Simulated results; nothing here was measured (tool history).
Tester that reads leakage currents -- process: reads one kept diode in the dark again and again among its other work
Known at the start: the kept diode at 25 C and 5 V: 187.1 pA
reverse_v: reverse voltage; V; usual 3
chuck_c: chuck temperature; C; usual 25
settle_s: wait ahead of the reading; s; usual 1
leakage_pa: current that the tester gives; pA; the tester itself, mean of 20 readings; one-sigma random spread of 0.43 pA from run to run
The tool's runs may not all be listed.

{"run": 1, "day": 0.0, "reverse_v": 3, "chuck_c": 25, "settle_s": 1, "leakage_pa": 144.66}
{"run": 2, "day": 2.696, "reverse_v": 3, "chuck_c": 25, "settle_s": 1, "leakage_pa": 143.17}
{"run": 3, "day": 6.696, "reverse_v": 3, "chuck_c": 25, "settle_s": 1, "leakage_pa": 143.43}
{"run": 4, "day": 10.204, "reverse_v": 3, "chuck_c": 25, "settle_s": 1, "leakage_pa": 142.79}
{"day": 12.312, "done": "probe card cleaned and baked"}
{"run": 5, "day": 15.262, "reverse_v": 3, "chuck_c": 25, "settle_s": 1, "leakage_pa": 136.38}
{"run": 6, "day": 18.783, "reverse_v": 3, "chuck_c": 25, "settle_s": 1, "leakage_pa": 136.24}
{"run": 7, "day": 21.479, "reverse_v": 3, "chuck_c": 25, "settle_s": 1, "leakage_pa": 135.7}
{"run": 8, "day": 25.85, "reverse_v": 3, "chuck_c": 25, "settle_s": 1.29, "leakage_pa": 135.48}
{"run": 9, "day": 28.546, "reverse_v": 3, "chuck_c": 25, "settle_s": 1.29, "leakage_pa": 134.29}
{"run": 10, "day": 31.062, "reverse_v": 3, "chuck_c": 25, "settle_s": 1, "leakage_pa": 134.67}
{"run": 11, "day": 34.925, "reverse_v": 3, "chuck_c": 25, "settle_s": 1, "leakage_pa": 135.04}
{"run": 12, "day": 39.092, "reverse_v": 4, "chuck_c": 25, "settle_s": 1, "leakage_pa": 157.22}
{"run": 13, "day": 41.858, "reverse_v": 3, "chuck_c": 44, "settle_s": 1, "leakage_pa": 745.31}
{"run": 14, "day": 46.2, "reverse_v": 3, "chuck_c": 34, "settle_s": 1, "leakage_pa": 306.83}
{"run": 15, "day": 49.683, "reverse_v": 3, "chuck_c": 34, "settle_s": 1, "leakage_pa": 306.03}
{"run": 16, "day": 54.246, "reverse_v": 3, "chuck_c": 33, "settle_s": 1, "leakage_pa": 279.71}
{"run": 17, "day": 57.871, "reverse_v": 3, "chuck_c": 25, "settle_s": 1, "leakage_pa": 131.72}
{"run": 18, "day": 62.6, "reverse_v": 3, "chuck_c": 25, "settle_s": 1, "leakage_pa": 132.26}
{"run": 19, "day": 66.738, "reverse_v": 3, "chuck_c": 25, "settle_s": 1, "leakage_pa": 131.48}
{"run": 20, "day": 69.954, "reverse_v": 3, "chuck_c": 25, "settle_s": 1, "leakage_pa": 131.32}
{"run": 21, "day": 72.212, "reverse_v": 3, "chuck_c": 25, "settle_s": 1, "leakage_pa": 131.17}
{"run": 22, "day": 75.183, "reverse_v": 3, "chuck_c": 51, "settle_s": 1, "leakage_pa": 1294.36}

What will run 23 give?
{"run": 23, "day": 78.488, "reverse_v": 3, "chuck_c": 51, "settle_s": 1, "leakage_pa": "?"}

leakage_pa: 1289.91 pA
The same run, on a tool lacking any hidden state, would have yielded leakage_pa 1427.04 pA.

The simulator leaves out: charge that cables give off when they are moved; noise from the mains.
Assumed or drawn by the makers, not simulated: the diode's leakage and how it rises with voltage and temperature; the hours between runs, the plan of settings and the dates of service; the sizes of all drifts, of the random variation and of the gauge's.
